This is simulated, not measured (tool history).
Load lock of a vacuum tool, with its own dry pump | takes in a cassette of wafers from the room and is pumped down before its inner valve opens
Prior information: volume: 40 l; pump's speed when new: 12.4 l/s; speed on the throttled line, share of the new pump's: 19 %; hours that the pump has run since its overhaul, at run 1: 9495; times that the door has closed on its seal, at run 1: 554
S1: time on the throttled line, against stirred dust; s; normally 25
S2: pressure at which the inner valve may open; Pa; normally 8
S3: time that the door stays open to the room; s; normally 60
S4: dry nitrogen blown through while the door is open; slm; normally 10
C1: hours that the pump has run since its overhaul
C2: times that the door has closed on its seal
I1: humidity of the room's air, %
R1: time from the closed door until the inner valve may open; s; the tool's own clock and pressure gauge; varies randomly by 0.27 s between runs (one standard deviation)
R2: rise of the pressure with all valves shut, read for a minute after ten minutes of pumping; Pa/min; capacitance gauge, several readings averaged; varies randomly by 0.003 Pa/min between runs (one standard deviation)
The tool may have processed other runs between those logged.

run,hour,S1,S2,S3,S4,C1,C2,I1,R1,R2
1,0.0,25,8,60,10,9495,554,43.6,54.8,0.044
2,158.0,25,7,60,10,9653,910,46.1,55.1,0.045
3,304.9,25,8,60,10,9800,1242,44.6,54.4,0.046
4,456.7,25,8,28,10,9951,1584,46.3,55.2,0.030
5,627.7,25,8,28,10,10122,1969,41.9,54.9,0.032
6,730.5,25,8,60,10,10225,2200,46.2,55.0,0.044
7,905.6,25,8,65,10,10400,2595,44.5,54.6,0.046
8,1057.4,14,8,65,10,10552,2937,41.7,46.1,0.047
9,1167.8,25,8,127,10,10662,3186,44.9,55.1,0.060
10,1348.8,25,8,127,10,10843,3594,40.9,54.9,0.064
11,1443.1,18,6,88,10,10938,3806,45.2,51.0,0.060
12,1573.2,22,7,61,8,11068,4099,42.8,53.4,0.056
13,1761.2,20,14,53,8,11256,4523,44.2,49.3,0.053

For run 14, what comes out?
14,1872.6,20,14,53,8,11367,4774,46.9,?,?

R1: 49.6 s
R2: 0.058 Pa/min
Were there no unlogged condition in the tool, this run, its random variation unchanged, would have produced R1 45.4 s, R2 0.045 Pa/min.
